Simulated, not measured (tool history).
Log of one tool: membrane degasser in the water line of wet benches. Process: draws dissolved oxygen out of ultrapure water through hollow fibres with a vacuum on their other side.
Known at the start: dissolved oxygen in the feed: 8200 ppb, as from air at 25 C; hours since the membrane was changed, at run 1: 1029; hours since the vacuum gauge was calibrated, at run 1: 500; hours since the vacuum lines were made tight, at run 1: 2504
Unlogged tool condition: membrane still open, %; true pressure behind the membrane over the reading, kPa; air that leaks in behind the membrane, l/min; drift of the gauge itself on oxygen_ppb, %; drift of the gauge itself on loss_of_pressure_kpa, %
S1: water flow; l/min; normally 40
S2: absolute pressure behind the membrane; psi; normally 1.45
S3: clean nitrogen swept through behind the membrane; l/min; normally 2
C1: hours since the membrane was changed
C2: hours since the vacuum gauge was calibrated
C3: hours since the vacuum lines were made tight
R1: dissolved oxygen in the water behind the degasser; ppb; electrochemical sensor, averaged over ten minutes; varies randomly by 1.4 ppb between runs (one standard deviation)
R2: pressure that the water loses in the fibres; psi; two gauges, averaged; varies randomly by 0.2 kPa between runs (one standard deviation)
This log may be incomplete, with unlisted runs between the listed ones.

run   hour  S1    S2    S3    C1    C2    C3     R1     R2
  1      0  40  1.45     2  1029   500  2504    312  6.047
  2   34.5  40  1.45     2  1063   534  2539  312.3   6.05
  3   95.4  40  1.45     2  1124   595  2600  313.3  6.077
  4  160.4  40  1.45  2.69  1189   660  2665  243.4  6.077
  5    229  40  1.45  2.69  1258   729  2733  244.6  6.051
  6  269.7  40  1.45  2.69  1298   769  2774  244.9  6.038
  7  319.6  40  1.45  1.08  1348   819  2824  505.6  6.103
  8  391.3  40  1.45  1.08  1420   891  2896  508.7  6.055
  9  421.7  40  1.45  1.08  1450   922  2926    507  6.093
 10  495.5  40  1.45     2  1524   995  3000  312.6  6.087
 11  549.9  40  1.29     2  1579  1050  3054    269  6.105
 12  610.1  47  1.29     2  1639  1110  3114  305.7    7.1

For run 13, what comes out?
 13   655  35  1.29   2  1684  1155  3159   ?   ?

R1: 236 ppb
R2: 5.378 psi
With the hidden condition absent and the run-to-run variation left alone, this run would have shown R1 231.9 ppb, R2 5.345 psi.
